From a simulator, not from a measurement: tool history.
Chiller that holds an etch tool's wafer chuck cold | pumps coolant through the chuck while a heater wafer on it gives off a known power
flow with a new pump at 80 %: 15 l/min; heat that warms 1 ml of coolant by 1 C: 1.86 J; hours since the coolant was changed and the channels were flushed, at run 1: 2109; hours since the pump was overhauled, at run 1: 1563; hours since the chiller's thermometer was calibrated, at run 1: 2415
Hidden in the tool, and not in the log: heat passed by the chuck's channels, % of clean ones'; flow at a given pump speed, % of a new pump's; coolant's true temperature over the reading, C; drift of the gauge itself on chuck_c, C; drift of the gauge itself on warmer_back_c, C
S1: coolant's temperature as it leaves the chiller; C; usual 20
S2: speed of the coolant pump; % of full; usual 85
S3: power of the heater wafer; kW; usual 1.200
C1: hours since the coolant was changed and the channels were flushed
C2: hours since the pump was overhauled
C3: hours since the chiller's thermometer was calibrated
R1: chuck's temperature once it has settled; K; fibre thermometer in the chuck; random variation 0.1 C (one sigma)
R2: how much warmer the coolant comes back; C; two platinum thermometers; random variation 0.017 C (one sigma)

{"run": 1, "hour": 0.0, "S1": 20, "S2": 85, "S3": 1.2, "C1": 2109, "C2": 1563, "C3": 2415, "R1": 301.45, "R2": 2.52}
{"run": 2, "hour": 52.9, "S1": 20, "S2": 85, "S3": 1.2, "C1": 2162, "C2": 1616, "C3": 2468, "R1": 301.45, "R2": 2.56}
{"run": 3, "hour": 107.5, "S1": 20, "S2": 67, "S3": 1.2, "C1": 2216, "C2": 1670, "C3": 2522, "R1": 303.15, "R2": 3.24}
{"run": 4, "hour": 170.4, "S1": 20, "S2": 67, "S3": 1.2, "C1": 2279, "C2": 1733, "C3": 2585, "R1": 303.05, "R2": 3.23}
{"run": 5, "hour": 242.7, "S1": 20, "S2": 85, "S3": 1.74, "C1": 2351, "C2": 1805, "C3": 2657, "R1": 305.25, "R2": 3.68}
{"run": 6, "hour": 288.6, "S1": 23, "S2": 85, "S3": 1.2, "C1": 2397, "C2": 1851, "C3": 2703, "R1": 304.55, "R2": 2.54}
{"run": 7, "hour": 347.2, "S1": 23, "S2": 85, "S3": 1.2, "C1": 2456, "C2": 1910, "C3": 2762, "R1": 304.65, "R2": 2.51}
{"run": 8, "hour": 383.1, "S1": 20, "S2": 85, "S3": 1.2, "C1": 2492, "C2": 1946, "C3": 2798, "R1": 301.75, "R2": 2.55}
{"run": 9, "hour": 452.1, "S1": 20, "S2": 85, "S3": 1.2, "C1": 2561, "C2": 2015, "C3": 2867, "R1": 301.95, "R2": 2.56}
{"run": 10, "hour": 494.1, "S1": 11, "S2": 85, "S3": 1.2, "C1": 2603, "C2": 2057, "C3": 2909, "R1": 292.55, "R2": 2.54}
{"run": 11, "hour": 529.2, "S1": 20, "S2": 85, "S3": 1.2, "C1": 2638, "C2": 2092, "C3": 2944, "R1": 301.85, "R2": 2.56}
{"run": 12, "hour": 596.9, "S1": 20, "S2": 85, "S3": 1.2, "C1": 2706, "C2": 2160, "C3": 3012, "R1": 301.95, "R2": 2.57}
{"run": 13, "hour": 674.9, "S1": 20, "S2": 85, "S3": 1.2, "C1": 2783, "C2": 2237, "C3": 3089, "R1": 301.95, "R2": 2.56}
{"run": 14, "hour": 741.9, "S1": 20, "S2": 85, "S3": 1.2, "C1": 2850, "C2": 2304, "C3": 3156, "R1": 302.15, "R2": 2.57}
{"run": 15, "hour": 821.9, "S1": 20, "S2": 85, "S3": 1.2, "C1": 2930, "C2": 2385, "C3": 3237, "R1": 302.05, "R2": 2.61}
{"run": 16, "hour": 903.3, "S1": 20, "S2": 65, "S3": 1.2, "C1": 3012, "C2": 2466, "C3": 3318, "R1": 303.85, "R2": 3.4}
{"run": 17, "hour": 971.1, "S1": 20, "S2": 65, "S3": 1.2, "C1": 3080, "C2": 2534, "C3": 3386, "R1": 304.15, "R2": 3.38}
{"run": 18, "hour": 1005.7, "S1": 20, "S2": 65, "S3": 1.2, "C1": 3114, "C2": 2568, "C3": 3420, "R1": 304.05, "R2": 3.37}
{"run": 19, "hour": 1056.1, "S1": 20, "S2": 65, "S3": 1.2, "C1": 3165, "C2": 2619, "C3": 3471, "R1": 304.05, "R2": 3.4}
{"run": 20, "hour": 1121.7, "S1": 26, "S2": 85, "S3": 1.2, "C1": 3230, "C2": 2684, "C3": 3536, "R1": 308.45, "R2": 2.58}
{"run": 21, "hour": 1197.5, "S1": 25, "S2": 85, "S3": 1.34, "C1": 3306, "C2": 2760, "C3": 3612, "R1": 308.55, "R2": 2.92}
{"run": 22, "hour": 1254.6, "S1": 22, "S2": 87, "S3": 0.78, "C1": 3363, "C2": 2817, "C3": 3669, "R1": 301.35, "R2": 1.67}
{"run": 23, "hour": 1308.0, "S1": 22, "S2": 87, "S3": 0.78, "C1": 3417, "C2": 2871, "C3": 3723, "R1": 301.45, "R2": 1.66}
{"run": 24, "hour": 1348.1, "S1": 22, "S2": 87, "S3": 0.74, "C1": 3457, "C2": 2911, "C3": 3763, "R1": 301.15, "R2": 1.61}
{"run": 25, "hour": 1413.8, "S1": 24, "S2": 87, "S3": 0.74, "C1": 3522, "C2": 2976, "C3": 3828, "R1": 303.05, "R2": 1.59}
{"run": 26, "hour": 1477.0, "S1": 24, "S2": 87, "S3": 0.673, "C1": 3586, "C2": 3040, "C3": 3892, "R1": 302.75, "R2": 1.45}
{"run": 27, "hour": 1516.3, "S1": 18, "S2": 95, "S3": 0.716, "C1": 3625, "C2": 3079, "C3": 3931, "R1": 296.65, "R2": 1.42}
{"run": 28, "hour": 1567.0, "S1": 19, "S2": 81, "S3": 1.2, "C1": 3676, "C2": 3130, "C3": 3982, "R1": 301.85, "R2": 2.77}
{"run": 29, "hour": 1619.0, "S1": 19, "S2": 64, "S3": 1.239, "C1": 3728, "C2": 3182, "C3": 4034, "R1": 304.35, "R2": 3.59}
{"run": 30, "hour": 1696.0, "S1": 12, "S2": 85, "S3": 1.2, "C1": 3805, "C2": 3259, "C3": 4111, "R1": 294.95, "R2": 2.67}
{"run": 31, "hour": 1773.6, "S1": 12, "S2": 85, "S3": 1.2, "C1": 3882, "C2": 3336, "C3": 4188, "R1": 294.95, "R2": 2.68}

4 ways to go on from here, each from the tool as it stands after run 31. What would each give?
{"run": "A", "hour": 1811.5, "S1": 11, "S2": 61, "S3": 1.798, "C1": 3920, "C2": 3374, "C3": 4226, "R1": "?", "R2": "?"}
{"run": "B", "hour": 1811.5, "S1": 14, "S2": 86, "S3": 1.602, "C1": 3920, "C2": 3374, "C3": 4226, "R1": "?", "R2": "?"}
{"run": "C", "hour": 1811.5, "S1": 12, "S2": 85, "S3": 0.936, "C1": 3920, "C2": 3374, "C3": 4226, "R1": "?", "R2": "?"}
{"run": "D", "hour": 1811.5, "S1": 15, "S2": 84, "S3": 1.34, "C1": 3920, "C2": 3374, "C3": 4226, "R1": "?", "R2": "?"}

run=A R1=302.25 R2=5.52
run=B R1=300.05 R2=3.50
run=C R1=293.05 R2=2.08
run=D R1=299.25 R2=3.00
Without the tool's hidden state the same runs would have given:
run=A R1=297.45 R2=5.06
run=B R1=296.45 R2=3.21
run=C R1=290.65 R2=1.91
run=D R1=296.05 R2=2.75
